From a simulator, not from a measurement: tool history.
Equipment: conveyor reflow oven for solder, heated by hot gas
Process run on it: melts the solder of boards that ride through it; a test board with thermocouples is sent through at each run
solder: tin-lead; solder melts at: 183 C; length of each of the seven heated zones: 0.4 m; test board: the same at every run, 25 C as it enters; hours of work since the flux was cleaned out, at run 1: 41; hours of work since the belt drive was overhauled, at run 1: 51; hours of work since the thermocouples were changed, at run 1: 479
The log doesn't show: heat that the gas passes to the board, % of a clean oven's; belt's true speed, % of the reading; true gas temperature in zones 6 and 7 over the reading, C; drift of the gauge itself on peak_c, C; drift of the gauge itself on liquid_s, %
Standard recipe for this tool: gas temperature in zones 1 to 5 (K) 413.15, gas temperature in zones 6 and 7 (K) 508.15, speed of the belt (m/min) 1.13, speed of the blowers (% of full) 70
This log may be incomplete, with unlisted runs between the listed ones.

run,hour,gas temperature in zones 1 to 5 (K),gas temperature in zones 6 and 7 (K),speed of the belt (m/min),speed of the blowers (% of full),hours of work since the flux was cleaned out,hours of work since the belt drive was overhauled,hours of work since the thermocouples were changed,highest temperature of the board (K),time above the solder's melting point (s)
1,0,413.15,508.15,1.13,70,41,51,479,486.75,30.2
2,8.9,413.15,508.15,1.13,70,45,55,483,486.45,29.8
3,14.9,413.15,508.15,1.13,70,48,57,486,486.35,29.9
4,24,413.15,508.15,1.13,70,51,61,490,485.95,29.3
# hour 28.5: belt drive overhauled, speed set with a stopwatch
5,38,413.15,508.15,1.13,70,56,4,494,485.95,30
6,43.7,413.15,508.15,1.13,70,58,6,496,486.55,29.5
7,48.7,413.15,508.15,1.13,70,60,9,498,485.95,30
# hour 56.2: belt drive overhauled, speed set with a stopwatch, once more
8,57.5,413.15,508.15,1.13,70,62,1,500,485.65,29.8
9,62.2,413.15,508.15,1.13,70,64,3,502,485.55,29.6
10,68.9,413.15,508.15,1.13,70,67,5,505,486.45,29.6
11,75.7,413.15,508.15,1.13,70,70,8,508,486.25,29.6
12,84.2,413.15,508.15,1.13,70,74,12,512,486.25,29.5
13,90.7,420.15,496.15,1.13,70,77,15,515,478.05,26.6
14,96.6,420.15,496.15,1.13,70,79,17,517,478.15,27.1

Alternative continuations, all from the tool just after run 14; predict every row:
A,103.8,413.15,508.15,1.3,90,82,20,520,?,?
B,103.8,413.15,512.15,1.06,78,82,20,520,?,?
C,103.8,412.15,496.15,1.16,70,82,20,520,?,?

run,highest temperature of the board (K),time above the solder's melting point (s)
A,484.65,25.1
B,493.15,35.1
C,474.75,21.9
Take away the tool's hidden state, keep each run's random variation, and the runs would have read:
run,highest temperature of the board (K),time above the solder's melting point (s)
A,486.15,25.9
B,494.55,35.8
C,476.05,22.9
